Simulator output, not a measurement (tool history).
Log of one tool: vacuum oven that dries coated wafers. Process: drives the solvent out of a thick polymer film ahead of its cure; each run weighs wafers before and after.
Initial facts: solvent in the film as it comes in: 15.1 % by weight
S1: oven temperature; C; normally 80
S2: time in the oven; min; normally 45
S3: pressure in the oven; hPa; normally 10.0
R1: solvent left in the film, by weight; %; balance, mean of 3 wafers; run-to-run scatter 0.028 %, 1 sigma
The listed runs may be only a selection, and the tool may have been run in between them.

Run 1, hour 0.0: usual settings. Result: R1 0.89 %.
Run 2, hour 20.2: usual settings but S3 33.0 hPa. Result: R1 1.56 %.
Run 3, hour 47.4: usual settings. Result: R1 0.91 %.
Run 4, hour 78.4: usual settings but S3 36.7 hPa. Result: R1 1.71 %.
Run 5, hour 110.1: usual settings. Result: R1 0.90 %.
Run 6, hour 133.8: usual settings. Result: R1 0.94 %.
Run 7, hour 152.4: usual settings. Result: R1 0.92 %.
Run 8, hour 174.5: usual settings. Result: R1 0.92 %.
Run 9, hour 194.2: usual settings. Result: R1 0.90 %.
Run 10, hour 221.5: usual settings. Result: R1 0.99 %.
Run 11, hour 253.2: usual settings. Result: R1 0.97 %.
Run 12, hour 268.5: usual settings but S1 89 C. Result: R1 0.31 %.
Run 13, hour 283.2: usual settings but S1 77 C. Result: R1 1.40 %.
Run 14, hour 300.9: usual settings but S1 77 C. Result: R1 1.39 %.
Run 15, hour 331.2: usual settings but S1 77 C. Result: R1 1.41 %.
Run 16, hour 347.6: usual settings but S1 77 C. Result: R1 1.44 %.
Run 17, hour 367.0: usual settings but S1 74 C, S3 15.8 hPa. Result: R1 2.34 %.
Run 18, hour 398.8: usual settings but S2 30 min, S3 5.8 hPa. Result: R1 1.92 %.
Run 19, hour 414.5: usual settings but S2 30 min, S3 5.8 hPa. Result: R1 1.89 %.
Run 20, hour 430.9: usual settings but S2 30 min, S3 5.8 hPa. Result: R1 1.87 %.
Run 21, hour 446.9: usual settings but S2 30 min, S3 5.8 hPa. Result: R1 1.82 %.
Run 22, hour 475.5: usual settings but S2 30 min, S3 5.8 hPa. Result: R1 1.90 %.
Run 23, hour 501.4: usual settings but S1 75 C, S2 65 min. Result: R1 0.96 %.
Run 24, hour 533.6: usual settings but S1 75 C, S2 65 min. Result: R1 0.95 %.
Run 25, hour 557.9: usual settings but S1 81 C, S2 32 min, S3 25.7 hPa. Result: R1 2.00 %.
Run 26, hour 577.6: usual settings but S1 73 C, S3 24.5 hPa. Result: R1 2.92 %.
Run 27, hour 601.7: usual settings but S1 95 C, S2 27 min, S3 9.0 hPa. Result: R1 0.33 %.
Run 28, hour 619.1: usual settings but S2 28 min. Result: R1 2.22 %.
Run 29, hour 638.1: usual settings but S2 28 min. Result: R1 2.23 %.
Run 30, hour 658.0: usual settings but S2 35 min, S3 8.7 hPa. Result: R1 1.56 %.

Below are 4 alternative next runs, each starting from the tool's condition after run 30. Predict each:
Run A, hour 690.0: usual settings but S1 73 C, S2 35 min, S3 30.4 hPa. Result: R1 ?.
Run B, hour 690.0: usual settings but S1 93 C, S2 29 min, S3 11.4 hPa. Result: R1 ?.
Run C, hour 690.0: usual settings but S1 87 C. Result: R1 ?.
Run D, hour 690.0: usual settings but S1 66 C, S2 79 min, S3 26.9 hPa. Result: R1 ?.

run    R1
  A  4.04
  B  0.40
  C  0.43
  D  3.27
The same runs, with their run-to-run variation unchanged, on a tool lacking any hidden condition would have given:
run    R1
  A  3.71
  B  0.33
  C  0.36
  D  2.93

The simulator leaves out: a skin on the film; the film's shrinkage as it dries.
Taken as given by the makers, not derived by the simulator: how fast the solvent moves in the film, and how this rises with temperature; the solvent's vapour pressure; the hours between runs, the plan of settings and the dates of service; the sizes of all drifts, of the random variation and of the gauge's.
